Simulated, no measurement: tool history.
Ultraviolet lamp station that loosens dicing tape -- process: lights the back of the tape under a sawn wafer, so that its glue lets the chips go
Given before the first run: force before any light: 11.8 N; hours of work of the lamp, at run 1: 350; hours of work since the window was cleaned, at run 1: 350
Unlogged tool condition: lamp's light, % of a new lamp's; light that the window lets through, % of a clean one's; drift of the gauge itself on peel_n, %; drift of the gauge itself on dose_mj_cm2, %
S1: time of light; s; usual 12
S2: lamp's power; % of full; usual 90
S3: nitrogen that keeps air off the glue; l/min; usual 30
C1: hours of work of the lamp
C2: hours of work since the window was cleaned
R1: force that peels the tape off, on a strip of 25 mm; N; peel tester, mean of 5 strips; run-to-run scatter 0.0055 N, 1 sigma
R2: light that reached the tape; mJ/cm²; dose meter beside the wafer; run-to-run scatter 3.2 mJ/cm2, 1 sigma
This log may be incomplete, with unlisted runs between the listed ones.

run,hour,S1,S2,S3,C1,C2,R1,R2
1,0.0,12,90,30,350,350,0.205,417
2,13.6,12,64,30,359,359,0.572,293
3,28.4,12,64,30,368,368,0.562,289
4,34.9,12,64,30,372,372,0.574,292
5,41.0,12,64,30,376,376,0.580,292
6,50.6,7,90,30,382,382,0.981,240
# hour 58.7: window cleaned of glue's vapour
7,59.5,12,84,30,387,1,0.192,403
8,67.2,12,84,30,392,5,0.206,409
9,82.1,12,84,30,401,14,0.212,411
10,95.5,12,84,30,409,23,0.208,408
11,103.2,12,65,49,414,28,0.278,315
12,113.0,12,65,49,420,34,0.284,309
13,121.9,12,67,60,425,39,0.220,327
14,136.4,12,99,60,434,48,0.083,472
15,142.9,15,73,32,438,52,0.150,440
16,155.4,15,73,32,446,60,0.148,429
17,166.6,17,64,30,453,67,0.179,426
18,179.0,17,64,30,461,74,0.174,427
19,191.6,17,64,30,468,82,0.179,427

Each row is a separate what-if for the run after 19, all from the same tool condition, not one after another. Results?
A,203.5,19,71,39,476,90,?,?
B,203.5,13,90,30,476,90,?,?
C,203.5,8,68,13,476,90,?,?
D,203.5,10,88,43,476,90,?,?

run,R1,R2
A,0.070,522
B,0.142,460
C,2.324,211
D,0.255,342
Had the tool no hidden state, the same runs would have come out as:
run,R1,R2
A,0.054,606
B,0.094,533
C,1.805,244
D,0.163,397
